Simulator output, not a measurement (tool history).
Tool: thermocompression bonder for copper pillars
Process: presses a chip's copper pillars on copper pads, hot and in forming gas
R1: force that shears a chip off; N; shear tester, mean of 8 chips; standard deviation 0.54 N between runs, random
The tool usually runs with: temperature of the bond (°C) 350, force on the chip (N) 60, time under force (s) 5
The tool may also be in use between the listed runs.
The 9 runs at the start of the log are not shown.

{"run": 10, "hour": 372.9, "temperature of the bond (°C)": 350, "force on the chip (N)": 62, "time under force (s)": 5, "R1": 57}
{"run": 11, "hour": 414.0, "temperature of the bond (°C)": 350, "force on the chip (N)": 62, "time under force (s)": 5, "R1": 56.9}
{"run": 12, "hour": 447.0, "temperature of the bond (°C)": 322, "force on the chip (N)": 62, "time under force (s)": 5, "R1": 45.7}
{"run": 13, "hour": 502.7, "temperature of the bond (°C)": 350, "force on the chip (N)": 72, "time under force (s)": 5, "R1": 61.5}
{"run": 14, "hour": 551.6, "temperature of the bond (°C)": 350, "force on the chip (N)": 72, "time under force (s)": 5, "R1": 59.5}
{"run": 15, "hour": 595.1, "temperature of the bond (°C)": 350, "force on the chip (N)": 72, "time under force (s)": 5, "R1": 60.2}
{"hour": 631.2, "done": "forming gas filter changed"}
{"run": 16, "hour": 633.5, "temperature of the bond (°C)": 350, "force on the chip (N)": 60, "time under force (s)": 5, "R1": 57.2}
{"run": 17, "hour": 669.2, "temperature of the bond (°C)": 350, "force on the chip (N)": 60, "time under force (s)": 5, "R1": 58.2}
{"run": 18, "hour": 714.5, "temperature of the bond (°C)": 350, "force on the chip (N)": 60, "time under force (s)": 5, "R1": 56.4}
{"run": 19, "hour": 750.4, "temperature of the bond (°C)": 350, "force on the chip (N)": 60, "time under force (s)": 5, "R1": 57.6}
{"run": 20, "hour": 795.3, "temperature of the bond (°C)": 350, "force on the chip (N)": 60, "time under force (s)": 5, "R1": 57.5}
{"run": 21, "hour": 835.4, "temperature of the bond (°C)": 350, "force on the chip (N)": 38, "time under force (s)": 5, "R1": 46}

What does the tool deliver on the next run?
{"run": 22, "hour": 868.9, "temperature of the bond (°C)": 350, "force on the chip (N)": 86, "time under force (s)": 9, "R1": "?"}

Run 22 gave R1 71.7 N.
The same run, on a tool lacking any hidden state, would have yielded R1 74.5 N.
